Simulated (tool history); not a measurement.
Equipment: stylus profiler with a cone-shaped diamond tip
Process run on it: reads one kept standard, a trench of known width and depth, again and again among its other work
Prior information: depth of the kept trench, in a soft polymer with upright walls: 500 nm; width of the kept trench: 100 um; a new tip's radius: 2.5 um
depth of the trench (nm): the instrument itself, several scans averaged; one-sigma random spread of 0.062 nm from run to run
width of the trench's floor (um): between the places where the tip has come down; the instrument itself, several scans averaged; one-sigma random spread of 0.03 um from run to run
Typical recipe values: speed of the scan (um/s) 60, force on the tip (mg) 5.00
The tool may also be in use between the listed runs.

| run | day | speed of the scan (um/s) | force on the tip (mg) | depth of the trench (nm) | width of the trench's floor (um) |
|---|---|---|---|---|---|
| 1 | 0.000 | 60 | 5.00 | 514.29 | 96.65 |
| 2 | 1.579 | 60 | 2.72 | 509.82 | 96.54 |
| 3 | 3.000 | 60 | 5.00 | 514.39 | 96.57 |
| 4 | 4.700 | 103 | 5.00 | 514.45 | 96.44 |
| 5 | 5.625 | 60 | 5.00 | 514.46 | 96.53 |
| 6 | 7.329 | 60 | 5.00 | 514.38 | 96.50 |
| 7 | 9.075 | 60 | 5.00 | 514.67 | 96.44 |
| 8 | 10.175 | 60 | 5.00 | 514.48 | 96.42 |
| 9 | 11.412 | 60 | 5.00 | 514.65 | 96.47 |
| 10 | 12.838 | 60 | 4.20 | 512.98 | 96.37 |
| 11 | 14.554 | 60 | 4.20 | 513.10 | 96.36 |
| 12 | 15.975 | 60 | 4.20 | 513.09 | 96.35 |
| 13 | 17.508 | 60 | 5.00 | 514.74 | 96.28 |
| 14 | 18.454 | 60 | 5.00 | 514.60 | 96.29 |
| 15 | 20.125 | 60 | 5.00 | 514.70 | 96.28 |
| 16 | 21.042 | 127 | 5.00 | 514.74 | 96.14 |
| 17 | 21.862 | 127 | 5.00 | 514.65 | 96.10 |
| 18 | 22.933 | 127 | 5.00 | 514.79 | 96.06 |
| 19 | 23.883 | 127 | 5.00 | 514.71 | 96.08 |
| 20 | 25.562 | 60 | 5.00 | 514.79 | 96.19 |
| 21 | 27.104 | 60 | 5.00 | 514.75 | 96.14 |
| 22 | 28.646 | 60 | 5.00 | 514.79 | 96.08 |
| 23 | 30.138 | 60 | 5.00 | 514.87 | 96.09 |
| 24 | 31.229 | 60 | 5.00 | 514.85 | 96.05 |
| 25 | 32.117 | 47 | 9.01 | 521.45 | 96.10 |
| 26 | 32.996 | 209 | 3.23 | 511.35 | 95.65 |
| 27 | 34.192 | 209 | 3.23 | 511.37 | 95.65 |
| 28 | 35.083 | 30 | 4.48 | 513.89 | 96.09 |
| 29 | 36.208 | 36 | 3.31 | 511.52 | 96.03 |
| 30 | 37.146 | 20 | 3.31 | 511.55 | 96.05 |
| 31 | 37.938 | 43 | 3.31 | 511.57 | 95.98 |
|  | 38.879 | height scale calibrated on a step standard |
| 32 | 38.879 | 42 | 2.15 | 507.63 | 95.96 |
| 33 | 40.625 | 21 | 12.00 | 524.68 | 96.07 |
| 34 | 42.212 | 21 | 12.00 | 524.72 | 95.99 |
| 35 | 43.758 | 29 | 1.67 | 506.51 | 95.93 |
| 36 | 44.508 | 156 | 5.00 | 513.65 | 95.69 |
| 37 | 45.304 | 25 | 5.51 | 514.79 | 95.92 |
| 38 | 46.104 | 62 | 6.85 | 517.03 | 95.87 |
| 39 | 46.908 | 68 | 3.40 | 510.56 | 95.81 |
| 40 | 47.704 | 68 | 3.40 | 510.64 | 95.72 |

For run 41, what comes out?
| 41 | 49.421 | 43 | 9.34 | ? | ? |

depth of the trench (nm): 520.95
width of the trench's floor (um): 95.84
Without the tool's hidden state the same run would have given depth of the trench (nm) 520.99, width of the trench's floor (um) 96.93.
